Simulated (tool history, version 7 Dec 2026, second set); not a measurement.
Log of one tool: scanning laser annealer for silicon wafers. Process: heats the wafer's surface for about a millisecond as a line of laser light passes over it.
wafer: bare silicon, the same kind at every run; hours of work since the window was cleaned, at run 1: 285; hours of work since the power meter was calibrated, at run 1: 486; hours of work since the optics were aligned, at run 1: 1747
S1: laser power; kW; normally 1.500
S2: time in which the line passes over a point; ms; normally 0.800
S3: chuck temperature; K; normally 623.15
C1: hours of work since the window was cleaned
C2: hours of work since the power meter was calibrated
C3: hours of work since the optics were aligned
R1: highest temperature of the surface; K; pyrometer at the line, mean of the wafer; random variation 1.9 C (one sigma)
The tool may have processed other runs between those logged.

run	hour	S1	S2	S3	C1	C2	C3	R1
1	0.0	1.500	0.800	623.15	285	486	1747	1412.15
# hour 50.7: window over the wafer cleaned
2	50.7	1.500	0.800	623.15	0	509	1771	1453.15
3	94.1	1.500	0.800	623.15	21	530	1791	1452.15
4	135.7	1.500	0.587	623.15	40	550	1811	1320.15
5	184.2	1.500	0.587	623.15	63	573	1834	1314.15
6	264.6	1.500	0.587	623.15	102	611	1872	1311.15
# hour 312.7: optics aligned, line set to its width
7	346.6	1.500	0.587	623.15	138	648	16	1319.15
# hour 356.6: laser's power meter calibrated
8	432.3	1.626	0.703	660.15	177	36	55	1496.15
9	497.9	1.305	0.789	642.15	209	67	87	1336.15
10	578.3	1.305	0.789	642.15	247	105	125	1330.15
11	624.1	1.305	0.789	642.15	269	127	147	1324.15
12	665.1	1.500	0.953	635.15	288	147	166	1522.15
# hour 713.1: window over the wafer cleaned
13	745.7	1.397	0.800	663.15	16	184	203	1443.15

Run 14 has not been measured yet. What should we expect?
# hour 797.3: laser's power meter calibrated, once more
14	802.7	1.397	0.800	663.15	41	3	229	?

Run 14 came out at R1 1437.15 K.
Without the tool's hidden state the same run would have given R1 1446.15 K.

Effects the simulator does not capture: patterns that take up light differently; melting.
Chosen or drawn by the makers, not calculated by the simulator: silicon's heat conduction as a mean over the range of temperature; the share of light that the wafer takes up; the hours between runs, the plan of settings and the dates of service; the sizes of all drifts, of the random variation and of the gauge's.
